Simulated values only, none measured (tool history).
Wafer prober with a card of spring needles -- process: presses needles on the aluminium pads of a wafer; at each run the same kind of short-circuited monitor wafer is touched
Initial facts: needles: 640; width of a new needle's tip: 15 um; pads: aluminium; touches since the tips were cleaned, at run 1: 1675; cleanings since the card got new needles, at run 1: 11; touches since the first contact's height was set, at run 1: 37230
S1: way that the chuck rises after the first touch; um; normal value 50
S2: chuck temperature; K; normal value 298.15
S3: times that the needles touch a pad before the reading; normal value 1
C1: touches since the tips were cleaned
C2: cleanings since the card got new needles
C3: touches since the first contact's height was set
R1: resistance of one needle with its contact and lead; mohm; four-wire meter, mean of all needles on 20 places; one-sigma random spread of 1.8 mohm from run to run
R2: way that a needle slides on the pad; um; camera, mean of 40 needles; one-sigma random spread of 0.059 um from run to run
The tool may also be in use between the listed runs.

| run | hour | S1 | S2 | S3 | C1 | C2 | C3 | R1 | R2 |
|---|---|---|---|---|---|---|---|---|---|
| 1 | 0 | 50 | 298.15 | 1 | 1675 | 11 | 37230 | 243 | 9.57 |
|  | 5.9 | tips cleaned on abrasive film |
|  | 19.8 | tips cleaned on abrasive film |
| 2 | 29.4 | 50 | 298.15 | 1 | 2155 | 13 | 43735 | 257 | 9.58 |
|  | 35.2 | tips cleaned on abrasive film |
|  | 51.1 | tips cleaned on abrasive film |
| 3 | 53.1 | 50 | 298.15 | 1 | 452 | 15 | 48954 | 217 | 9.41 |
|  | 66 | tips cleaned on abrasive film |
| 4 | 76.7 | 50 | 298.15 | 1 | 2395 | 16 | 54189 | 262 | 9.47 |
|  | 80.1 | tips cleaned on abrasive film |
|  | 95.1 | tips cleaned on abrasive film |
|  | 111.1 | tips cleaned on abrasive film |
| 5 | 114.7 | 50 | 298.15 | 1 | 810 | 19 | 62565 | 227 | 9.47 |
|  | 124.3 | tips cleaned on abrasive film |
|  | 140.5 | tips cleaned on abrasive film |
|  | 155.5 | tips cleaned on abrasive film |
| 6 | 157 | 50 | 298.15 | 1 | 325 | 22 | 71904 | 212 | 9.55 |
|  | 171.7 | tips cleaned on abrasive film |
|  | 184.7 | tips cleaned on abrasive film |
|  | 199.5 | tips cleaned on abrasive film |
| 7 | 202.4 | 50 | 298.15 | 1 | 637 | 25 | 81931 | 221 | 9.42 |
|  | 214.3 | tips cleaned on abrasive film |
|  | 229.8 | tips cleaned on abrasive film |
| 8 | 239 | 50 | 320.15 | 1 | 2038 | 27 | 90028 | 264 | 9.43 |
|  | 244.6 | tips cleaned on abrasive film |
|  | 259.6 | tips cleaned on abrasive film |
| 9 | 269.5 | 50 | 320.15 | 1 | 2205 | 29 | 96779 | 264 | 9.44 |
|  | 275 | tips cleaned on abrasive film |
|  | 289 | tips cleaned on abrasive film |
|  | 305.1 | tips cleaned on abrasive film |
| 10 | 308.8 | 50 | 320.15 | 1 | 819 | 32 | 105450 | 234 | 9.43 |
|  | 320.7 | tips cleaned on abrasive film |
|  | 333.7 | tips cleaned on abrasive film |
|  | 346.7 | tips cleaned on abrasive film |
| 11 | 347.8 | 50 | 320.15 | 1 | 237 | 35 | 114053 | 211 | 9.32 |
|  | 360 | tips cleaned on abrasive film |
|  | 376.1 | tips cleaned on abrasive film |
| 12 | 382 | 50 | 320.15 | 1 | 1299 | 37 | 121608 | 253 | 9.35 |
|  | 390.1 | tips cleaned on abrasive film |
|  | 405.7 | tips cleaned on abrasive film |
| 13 | 415.8 | 50 | 320.15 | 1 | 2239 | 39 | 129075 | 260 | 9.36 |
|  | 419.1 | tips cleaned on abrasive film |
|  | 433.8 | tips cleaned on abrasive film |
|  | 449.5 | tips cleaned on abrasive film |
| 14 | 455.7 | 40 | 298.15 | 1 | 1373 | 42 | 137898 | 277 | 7.32 |
|  | 464.2 | tips cleaned on abrasive film |
|  | 479.2 | tips cleaned on abrasive film |
|  | 493.3 | tips cleaned on abrasive film |
| 15 | 500.4 | 50 | 298.15 | 1 | 1574 | 45 | 147764 | 257 | 9.21 |
|  | 506.9 | tips cleaned on abrasive film |
|  | 521.9 | tips cleaned on abrasive film |
|  | 536 | tips cleaned on abrasive film |
|  | 549.4 | tips cleaned on abrasive film |
| 16 | 549.4 | 56 | 339.15 | 1 | 0 | 49 | 158575 | 202 | 10.29 |
|  | 564.5 | tips cleaned on abrasive film |
|  | 578.1 | tips cleaned on abrasive film |
| 17 | 578.1 | 67 | 308.15 | 1 | 0 | 51 | 164923 | 199 | 12.55 |
|  | 593.6 | tips cleaned on abrasive film |
|  | 608.1 | tips cleaned on abrasive film |
|  | 622.4 | tips cleaned on abrasive film |
| 18 | 624.2 | 67 | 308.15 | 1 | 397 | 54 | 175102 | 203 | 12.44 |
|  | 636.7 | tips cleaned on abrasive film |
|  | 651.5 | tips cleaned on abrasive film |
| 19 | 660.7 | 34 | 319.15 | 2 | 2049 | 56 | 183183 | 306 | 6.01 |
|  | 667.3 | tips cleaned on abrasive film |
|  | 681 | tips cleaned on abrasive film |
| 20 | 681.8 | 59 | 298.15 | 1 | 173 | 58 | 187817 | 202 | 10.85 |
|  | 696.3 | tips cleaned on abrasive film |
|  | 712.1 | tips cleaned on abrasive film |
| 21 | 723.4 | 50 | 298.15 | 1 | 2507 | 60 | 197029 | 280 | 9.13 |
|  | 726.7 | tips cleaned on abrasive film |
|  | 741.5 | tips cleaned on abrasive film |
| 22 | 749.1 | 46 | 346.15 | 2 | 1696 | 62 | 202714 | 255 | 8.36 |
|  | 755.4 | tips cleaned on abrasive film |
|  | 769.5 | tips cleaned on abrasive film |
|  | 785.2 | tips cleaned on abrasive film |
| 23 | 788.4 | 50 | 349.15 | 1 | 711 | 65 | 211381 | 238 | 9.01 |
|  | 800.2 | tips cleaned on abrasive film |
|  | 814.2 | tips cleaned on abrasive film |
|  | 826 | height of the first contact set anew |
|  | 829.2 | tips cleaned on abrasive film |
| 24 | 834.9 | 49 | 385.15 | 1 | 1265 | 68 | 1956 | 256 | 9.49 |
|  | 843.6 | tips cleaned on abrasive film |
|  | 858.6 | tips cleaned on abrasive film |
|  | 873.7 | tips cleaned on abrasive film |
| 25 | 880.8 | 36 | 380.15 | 1 | 1579 | 71 | 12093 | 312 | 7 |
|  | 889.4 | tips cleaned on abrasive film |
| 26 | 900.9 | 50 | 354.15 | 2 | 2571 | 72 | 16552 | 252 | 9.58 |
|  | 904.2 | tips cleaned on abrasive film |
|  | 919.7 | tips cleaned on abrasive film |
|  | 934.6 | tips cleaned on abrasive film |
| 27 | 947.4 | 68 | 354.15 | 3 | 2861 | 75 | 26829 | 218 | 13.05 |
|  | 949.6 | tips cleaned on abrasive film |
|  | 964.6 | tips cleaned on abrasive film |
|  | 979 | tips cleaned on abrasive film |
| 28 | 989.1 | 68 | 354.15 | 3 | 2255 | 78 | 36029 | 213 | 13.02 |
|  | 994.5 | tips cleaned on abrasive film |
|  | 1010 | tips cleaned on abrasive film |
|  | 1024.9 | tips cleaned on abrasive film |
| 29 | 1025.1 | 38 | 332.15 | 1 | 24 | 81 | 43958 | 224 | 7.19 |
|  | 1039.6 | tips cleaned on abrasive film |
| 30 | 1049.6 | 34 | 298.15 | 1 | 2230 | 82 | 49404 | 351 | 6.46 |

Describe how what the log doesn't record of the tool's condition differs between the last listed run preceding each entry between runs and the first listed run following it.
In the gap between runs 1 and 2: tips cleaned on abrasive film (hour 5.9); tips cleaned on abrasive film (hour 19.8)
  debris on the tips, nm: 21.8 -> 25.9; way that the needles fall short of the set height, um: 0.6 -> 0.69; tips' diameter, um: 15.21 -> 15.24
  difference, measured minus the result without the unlogged condition, R1: +51 -> +62 mohm; R2: -0.12 -> -0.13 um
In the gap between runs 2 and 3: tips cleaned on abrasive film (hour 35.2); tips cleaned on abrasive film (hour 51.1)
  debris on the tips, nm: 25.9 -> 10.2; way that the needles fall short of the set height, um: 0.69 -> 0.79; tips' diameter, um: 15.24 -> 15.28
  difference, measured minus the result without the unlogged condition, R1: +62 -> +25 mohm; R2: -0.13 -> -0.16 um
In the gap between runs 3 and 4: tips cleaned on abrasive film (hour 66)
  debris on the tips, nm: 10.2 -> 28.8; way that the needles fall short of the set height, um: 0.79 -> 0.84; tips' diameter, um: 15.28 -> 15.3
  difference, measured minus the result without the unlogged condition, R1: +25 -> +69 mohm; R2: -0.16 -> -0.17 um
In the gap between runs 4 and 5: tips cleaned on abrasive film (hour 80.1); tips cleaned on abrasive film (hour 95.1); tips cleaned on abrasive film (hour 111.1)
  debris on the tips, nm: 28.8 -> 12.3; way that the needles fall short of the set height, um: 0.84 -> 1; tips' diameter, um: 15.3 -> 15.35
  difference, measured minus the result without the unlogged condition, R1: +69 -> +31 mohm; R2: -0.17 -> -0.19 um
In the gap between runs 5 and 6: tips cleaned on abrasive film (hour 124.3); tips cleaned on abrasive film (hour 140.5); tips cleaned on abrasive film (hour 155.5)
  debris on the tips, nm: 12.3 -> 7.3; way that the needles fall short of the set height, um: 1 -> 1.19; tips' diameter, um: 15.35 -> 15.42
  difference, measured minus the result without the unlogged condition, R1: +31 -> +19 mohm; R2: -0.19 -> -0.23 um
In the gap between runs 6 and 7: tips cleaned on abrasive film (hour 171.7); tips cleaned on abrasive film (hour 184.7); tips cleaned on abrasive film (hour 199.5)
  debris on the tips, nm: 7.3 -> 11.2; way that the needles fall short of the set height, um: 1.19 -> 1.37; tips' diameter, um: 15.42 -> 15.48
  difference, measured minus the result without the unlogged condition, R1: +19 -> +28 mohm; R2: -0.23 -> -0.27 um
In the gap between runs 7 and 8: tips cleaned on abrasive film (hour 214.3); tips cleaned on abrasive film (hour 229.8)
  debris on the tips, nm: 11.2 -> 25.2; way that the needles fall short of the set height, um: 1.37 -> 1.49; tips' diameter, um: 15.48 -> 15.52
  difference, measured minus the result without the unlogged condition, R1: +28 -> +63 mohm; R2: -0.27 -> -0.29 um
In the gap between runs 8 and 9: tips cleaned on abrasive film (hour 244.6); tips cleaned on abrasive film (hour 259.6)
  debris on the tips, nm: 25.2 -> 26.7; way that the needles fall short of the set height, um: 1.49 -> 1.59; tips' diameter, um: 15.52 -> 15.56
  difference, measured minus the result without the unlogged condition, R1: +63 -> +66 mohm; R2: -0.29 -> -0.31 um
In the gap between runs 9 and 10: tips cleaned on abrasive film (hour 275); tips cleaned on abrasive film (hour 289); tips cleaned on abrasive film (hour 305.1)
  debris on the tips, nm: 26.7 -> 12.8; way that the needles fall short of the set height, um: 1.59 -> 1.76; tips' diameter, um: 15.56 -> 15.62
  difference, measured minus the result without the unlogged condition, R1: +66 -> +33 mohm; R2: -0.31 -> -0.35 um
In the gap between runs 10 and 11: tips cleaned on abrasive film (hour 320.7); tips cleaned on abrasive film (hour 333.7); tips cleaned on abrasive film (hour 346.7)
  debris on the tips, nm: 12.8 -> 4.8; way that the needles fall short of the set height, um: 1.76 -> 1.9; tips' diameter, um: 15.62 -> 15.66
  difference, measured minus the result without the unlogged condition, R1: +33 -> +13 mohm; R2: -0.35 -> -0.37 um
In the gap between runs 11 and 12: tips cleaned on abrasive film (hour 360); tips cleaned on abrasive film (hour 376.1)
  debris on the tips, nm: 4.8 -> 21.6; way that the needles fall short of the set height, um: 1.9 -> 1.98; tips' diameter, um: 15.66 -> 15.69
  difference, measured minus the result without the unlogged condition, R1: +13 -> +55 mohm; R2: -0.37 -> -0.39 um
In the gap between runs 12 and 13: tips cleaned on abrasive film (hour 390.1); tips cleaned on abrasive film (hour 405.7)
  debris on the tips, nm: 21.6 -> 24.4; way that the needles fall short of the set height, um: 1.98 -> 2.09; tips' diameter, um: 15.69 -> 15.73
  difference, measured minus the result without the unlogged condition, R1: +55 -> +62 mohm; R2: -0.39 -> -0.41 um
In the gap between runs 13 and 14: tips cleaned on abrasive film (hour 419.1); tips cleaned on abrasive film (hour 433.8); tips cleaned on abrasive film (hour 449.5)
  debris on the tips, nm: 24.4 -> 19.9; way that the needles fall short of the set height, um: 2.09 -> 2.24; tips' diameter, um: 15.73 -> 15.79
  difference, measured minus the result without the unlogged condition, R1: +62 -> +83 mohm; R2: -0.41 -> -0.44 um
In the gap between runs 14 and 15: tips cleaned on abrasive film (hour 464.2); tips cleaned on abrasive film (hour 479.2); tips cleaned on abrasive film (hour 493.3)
  debris on the tips, nm: 19.9 -> 22.2; way that the needles fall short of the set height, um: 2.24 -> 2.39; tips' diameter, um: 15.79 -> 15.84
  difference, measured minus the result without the unlogged condition, R1: +83 -> +61 mohm; R2: -0.44 -> -0.46 um
In the gap between runs 15 and 16: tips cleaned on abrasive film (hour 506.9); tips cleaned on abrasive film (hour 521.9); tips cleaned on abrasive film (hour 536); tips cleaned on abrasive film (hour 549.4)
  debris on the tips, nm: 22.2 -> 1.6; way that the needles fall short of the set height, um: 2.39 -> 2.63; tips' diameter, um: 15.84 -> 15.92
  difference, measured minus the result without the unlogged condition, R1: +61 -> +5 mohm; R2: -0.46 -> -0.51 um
In the gap between runs 16 and 17: tips cleaned on abrasive film (hour 564.5); tips cleaned on abrasive film (hour 578.1)
  debris on the tips, nm: 1.6 -> 2; way that the needles fall short of the set height, um: 2.63 -> 2.74; tips' diameter, um: 15.92 -> 15.96
  difference, measured minus the result without the unlogged condition, R1: +5 -> +5 mohm; R2: -0.51 -> -0.53 um
In the gap between runs 17 and 18: tips cleaned on abrasive film (hour 593.6); tips cleaned on abrasive film (hour 608.1); tips cleaned on abrasive film (hour 622.4)
  debris on the tips, nm: 2 -> 7.6; way that the needles fall short of the set height, um: 2.74 -> 2.89; tips' diameter, um: 15.96 -> 16.01
  difference, measured minus the result without the unlogged condition, R1: +5 -> +13 mohm; R2: -0.53 -> -0.56 um
In the gap between runs 18 and 19: tips cleaned on abrasive film (hour 636.7); tips cleaned on abrasive film (hour 651.5)
  debris on the tips, nm: 7.6 -> 27.2; way that the needles fall short of the set height, um: 2.89 -> 3; tips' diameter, um: 16.01 -> 16.05
  difference, measured minus the result without the unlogged condition, R1: +13 -> +100 mohm; R2: -0.56 -> -0.58 um
In the gap between runs 19 and 20: tips cleaned on abrasive film (hour 667.3); tips cleaned on abrasive film (hour 681)
  debris on the tips, nm: 27.2 -> 4.6; way that the needles fall short of the set height, um: 3 -> 3.08; tips' diameter, um: 16.05 -> 16.08
  difference, measured minus the result without the unlogged condition, R1: +100 -> +11 mohm; R2: -0.58 -> -0.6 um
In the gap between runs 20 and 21: tips cleaned on abrasive film (hour 696.3); tips cleaned on abrasive film (hour 712.1)
  debris on the tips, nm: 4.6 -> 28.5; way that the needles fall short of the set height, um: 3.08 -> 3.17; tips' diameter, um: 16.08 -> 16.11
  difference, measured minus the result without the unlogged condition, R1: +11 -> +83 mohm; R2: -0.6 -> -0.62 um
In the gap between runs 21 and 22: tips cleaned on abrasive film (hour 726.7); tips cleaned on abrasive film (hour 741.5)
  debris on the tips, nm: 28.5 -> 23.7; way that the needles fall short of the set height, um: 3.17 -> 3.29; tips' diameter, um: 16.11 -> 16.15
  difference, measured minus the result without the unlogged condition, R1: +83 -> +48 mohm; R2: -0.62 -> -0.64 um
In the gap between runs 22 and 23: tips cleaned on abrasive film (hour 755.4); tips cleaned on abrasive film (hour 769.5); tips cleaned on abrasive film (hour 785.2)
  debris on the tips, nm: 23.7 -> 10.8; way that the needles fall short of the set height, um: 3.29 -> 3.42; tips' diameter, um: 16.15 -> 16.2
  difference, measured minus the result without the unlogged condition, R1: +48 -> +32 mohm; R2: -0.64 -> -0.66 um
In the gap between runs 23 and 24: tips cleaned on abrasive film (hour 800.2); tips cleaned on abrasive film (hour 814.2); height of the first contact set anew (hour 826); tips cleaned on abrasive film (hour 829.2)
  debris on the tips, nm: 10.8 -> 18.6; way that the needles fall short of the set height, um: 3.42 -> 0.06; tips' diameter, um: 16.2 -> 16.26
  difference, measured minus the result without the unlogged condition, R1: +32 -> +44 mohm; R2: -0.66 -> -0.01 um
In the gap between runs 24 and 25: tips cleaned on abrasive film (hour 843.6); tips cleaned on abrasive film (hour 858.6); tips cleaned on abrasive film (hour 873.7)
  debris on the tips, nm: 18.6 -> 22.1; way that the needles fall short of the set height, um: 0.06 -> 0.23; tips' diameter, um: 16.26 -> 16.31
  difference, measured minus the result without the unlogged condition, R1: +44 -> +93 mohm; R2: -0.01 -> -0.04 um
In the gap between runs 25 and 26: tips cleaned on abrasive film (hour 889.4)
  debris on the tips, nm: 22.1 -> 30.3; way that the needles fall short of the set height, um: 0.23 -> 0.29; tips' diameter, um: 16.31 -> 16.34
  difference, measured minus the result without the unlogged condition, R1: +93 -> +45 mohm; R2: -0.04 -> -0.06 um
In the gap between runs 26 and 27: tips cleaned on abrasive film (hour 904.2); tips cleaned on abrasive film (hour 919.7); tips cleaned on abrasive film (hour 934.6)
  debris on the tips, nm: 30.3 -> 29.1; way that the needles fall short of the set height, um: 0.29 -> 0.42; tips' diameter, um: 16.34 -> 16.38
  difference, measured minus the result without the unlogged condition, R1: +45 -> +16 mohm; R2: -0.06 -> -0.09 um
In the gap between runs 27 and 28: tips cleaned on abrasive film (hour 949.6); tips cleaned on abrasive film (hour 964.6); tips cleaned on abrasive film (hour 979)
  debris on the tips, nm: 29.1 -> 27.7; way that the needles fall short of the set height, um: 0.42 -> 0.57; tips' diameter, um: 16.38 -> 16.44
  difference, measured minus the result without the unlogged condition, R1: +16 -> +15 mohm; R2: -0.09 -> -0.11 um
In the gap between runs 28 and 29: tips cleaned on abrasive film (hour 994.5); tips cleaned on abrasive film (hour 1010); tips cleaned on abrasive film (hour 1024.9)
  debris on the tips, nm: 27.7 -> 3.4; way that the needles fall short of the set height, um: 0.57 -> 0.71; tips' diameter, um: 16.44 -> 16.49
  difference, measured minus the result without the unlogged condition, R1: +15 -> +18 mohm; R2: -0.11 -> -0.14 um
In the gap between runs 29 and 30: tips cleaned on abrasive film (hour 1039.6)
  debris on the tips, nm: 3.4 -> 26.6; way that the needles fall short of the set height, um: 0.71 -> 0.77; tips' diameter, um: 16.49 -> 16.51
  difference, measured minus the result without the unlogged condition, R1: +18 -> +151 mohm; R2: -0.14 -> -0.15 um
